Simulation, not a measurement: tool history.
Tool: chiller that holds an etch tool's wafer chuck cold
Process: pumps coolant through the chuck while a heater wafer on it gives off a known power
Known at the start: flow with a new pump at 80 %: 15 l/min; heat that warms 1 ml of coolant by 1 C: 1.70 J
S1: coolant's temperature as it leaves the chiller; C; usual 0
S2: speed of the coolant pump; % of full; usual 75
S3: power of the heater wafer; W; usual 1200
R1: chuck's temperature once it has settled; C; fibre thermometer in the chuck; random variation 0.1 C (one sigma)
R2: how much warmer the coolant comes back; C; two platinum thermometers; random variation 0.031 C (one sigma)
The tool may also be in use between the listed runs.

run 1 hour=0.0 | S1=0 S2=75 S3=1200 | R1=8.1 R2=3.01
run 2 hour=39.9 | S1=0 S2=75 S3=1200 | R1=8.0 R2=3.06
run 3 hour=75.8 | S1=0 S2=75 S3=1200 | R1=8.0 R2=3.05
run 4 hour=132.3 | S1=0 S2=75 S3=1200 | R1=8.2 R2=2.94
run 5 hour=176.5 | S1=0 S2=67 S3=1200 | R1=8.8 R2=3.34
run 6 hour=213.1 | S1=0 S2=67 S3=1200 | R1=8.8 R2=3.27
run 7 hour=260.9 | S1=0 S2=67 S3=1200 | R1=8.8 R2=3.29
run 8 hour=313.6 | S1=0 S2=67 S3=1200 | R1=9.0 R2=3.30
run 9 hour=359.0 | S1=-6 S2=75 S3=1200 | R1=2.0 R2=2.89
run 10 hour=384.5 | S1=0 S2=75 S3=1200 | R1=8.1 R2=2.92
run 11 hour=437.7 | S1=0 S2=75 S3=1200 | R1=8.0 R2=2.85
run 12 hour=486.8 | S1=0 S2=69 S3=1200 | R1=8.6 R2=3.08
run 13 hour=522.8 | S1=0 S2=69 S3=1200 | R1=8.5 R2=3.15
run 14 hour=552.7 | S1=0 S2=75 S3=1200 | R1=8.1 R2=2.91
run 15 hour=593.5 | S1=-4 S2=75 S3=1200 | R1=4.1 R2=2.79
run 16 hour=630.5 | S1=1 S2=85 S3=700 | R1=5.3 R2=1.30
run 17 hour=655.6 | S1=1 S2=88 S3=1200 | R1=8.0 R2=2.31
run 18 hour=715.4 | S1=0 S2=95 S3=1652 | R1=9.2 R2=2.98
run 19 hour=774.0 | S1=-4 S2=99 S3=1070 | R1=1.6 R2=1.75
run 20 hour=819.6 | S1=-4 S2=99 S3=1070 | R1=1.5 R2=1.72
run 21 hour=873.3 | S1=6 S2=66 S3=956 | R1=13.3 R2=2.46
run 22 hour=901.3 | S1=6 S2=66 S3=956 | R1=13.1 R2=2.42
run 23 hour=946.9 | S1=6 S2=66 S3=956 | R1=13.1 R2=2.42
run 24 hour=992.4 | S1=6 S2=66 S3=956 | R1=13.0 R2=2.36
run 25 hour=1016.7 | S1=-1 S2=80 S3=1367 | R1=7.8 R2=2.85
run 26 hour=1054.0 | S1=-1 S2=80 S3=1367 | R1=7.6 R2=2.85
run 27 hour=1109.5 | S1=-1 S2=80 S3=1367 | R1=7.9 R2=2.85
run 28 hour=1140.4 | S1=0 S2=75 S3=959 | R1=6.4 R2=2.01
run 29 hour=1185.5 | S1=0 S2=75 S3=959 | R1=6.4 R2=2.44
run 30 hour=1240.7 | S1=0 S2=87 S3=1200 | R1=7.1 R2=2.57

Not shown: 1 entry that the log had between the listed runs. Between which runs, and how does the tool's hidden state differ before and after?
Between runs 28 and 29: gauge calibrated (hour 1151.4)
  drift of the gauge itself on warmer_back_c, C: -0.4 -> -0.01
  measured less the result without the state, R2: -0.40 -> -0.01 C
